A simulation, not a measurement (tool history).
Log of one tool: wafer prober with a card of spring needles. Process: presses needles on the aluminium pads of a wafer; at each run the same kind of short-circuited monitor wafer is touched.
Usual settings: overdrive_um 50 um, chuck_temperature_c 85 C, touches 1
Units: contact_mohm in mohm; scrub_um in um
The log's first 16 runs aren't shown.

| run | hour | overdrive_um | chuck_temperature_c | touches | touches since the tips were cleaned | cleanings since the card got new needles | touches since the first contact's height was set | contact_mohm | scrub_um |
|---|---|---|---|---|---|---|---|---|---|
|  | 849.1 | tips cleaned on abrasive film |
|  | 883.6 | tips cleaned on abrasive film |
| 17 | 897.4 | 50 | 40 | 1 | 2916 | 101 | 19733 | 182 | 6.44 |
|  | 917.7 | tips cleaned on abrasive film |
|  | 950.2 | tips cleaned on abrasive film |
| 18 | 950.2 | 50 | 37 | 1 | 0 | 103 | 30863 | 152 | 6.43 |
|  | 985.3 | tips cleaned on abrasive film |
| 19 | 1010.0 | 50 | 85 | 2 | 5224 | 104 | 43502 | 178 | 6.44 |
|  | 1021.8 | tips cleaned on abrasive film |
|  | 1056.4 | tips cleaned on abrasive film |
| 20 | 1085.8 | 64 | 30 | 2 | 6233 | 106 | 59506 | 159 | 8.26 |
|  | 1092.4 | tips cleaned on abrasive film |
|  | 1127.1 | tips cleaned on abrasive film |
| 21 | 1136.5 | 60 | 122 | 2 | 1992 | 108 | 70203 | 165 | 7.75 |
|  | 1161.5 | tips cleaned on abrasive film |
|  | 1196.8 | tips cleaned on abrasive film |
| 22 | 1209.9 | 60 | 122 | 2 | 2774 | 110 | 85701 | 168 | 7.64 |
|  | 1232.9 | tips cleaned on abrasive film |
| 23 | 1258.3 | 52 | 104 | 1 | 5392 | 111 | 95924 | 199 | 6.63 |
|  | 1269.8 | tips cleaned on abrasive film |
|  | 1308.7 | tips cleaned on abrasive film |
| 24 | 1317.6 | 52 | 104 | 2 | 1891 | 113 | 108422 | 172 | 6.64 |
|  | 1341.8 | tips cleaned on abrasive film |
|  | 1376.1 | tips cleaned on abrasive film |
| 25 | 1389.2 | 52 | 104 | 2 | 2780 | 115 | 123536 | 176 | 6.63 |
|  | 1409.7 | tips cleaned on abrasive film |
| 26 | 1434.5 | 50 | 35 | 1 | 5260 | 116 | 133110 | 196 | 6.35 |
|  | 1445.1 | tips cleaned on abrasive film |
|  | 1479.6 | tips cleaned on abrasive film |
| 27 | 1479.6 | 51 | 35 | 1 | 0 | 118 | 142603 | 152 | 6.48 |
|  | 1516.0 | tips cleaned on abrasive film |
|  | 1550.7 | tips cleaned on abrasive film |
| 28 | 1555.8 | 44 | 40 | 1 | 1061 | 120 | 158688 | 173 | 5.57 |
|  | 1587.1 | tips cleaned on abrasive film |
| 29 | 1611.9 | 44 | 40 | 1 | 5250 | 121 | 170550 | 216 | 5.54 |
|  | 1624.7 | tips cleaned on abrasive film |
|  | 1658.5 | tips cleaned on abrasive film |
| 30 | 1674.7 | 36 | 31 | 1 | 3429 | 123 | 183795 | 238 | 4.48 |

Forecast each of these 3 alternatives for the next run:
|  | 1694.6 | tips cleaned on abrasive film |
| A | 1717.5 | 50 | 102 | 1 | 4842 | 124 | 192840 | ? | ? |
|  | 1694.6 | tips cleaned on abrasive film |
| B | 1717.5 | 31 | 104 | 2 | 4842 | 124 | 192840 | ? | ? |
|  | 1694.6 | tips cleaned on abrasive film |
| C | 1717.5 | 56 | 28 | 2 | 4842 | 124 | 192840 | ? | ? |

| run | contact_mohm | scrub_um |
|---|---|---|
| A | 206 | 6.32 |
| B | 252 | 3.83 |
| C | 166 | 7.05 |
Without the tool's hidden state the same runs would have given:
| run | contact_mohm | scrub_um |
|---|---|---|
| A | 154 | 6.52 |
| B | 170 | 4.04 |
| C | 137 | 7.26 |
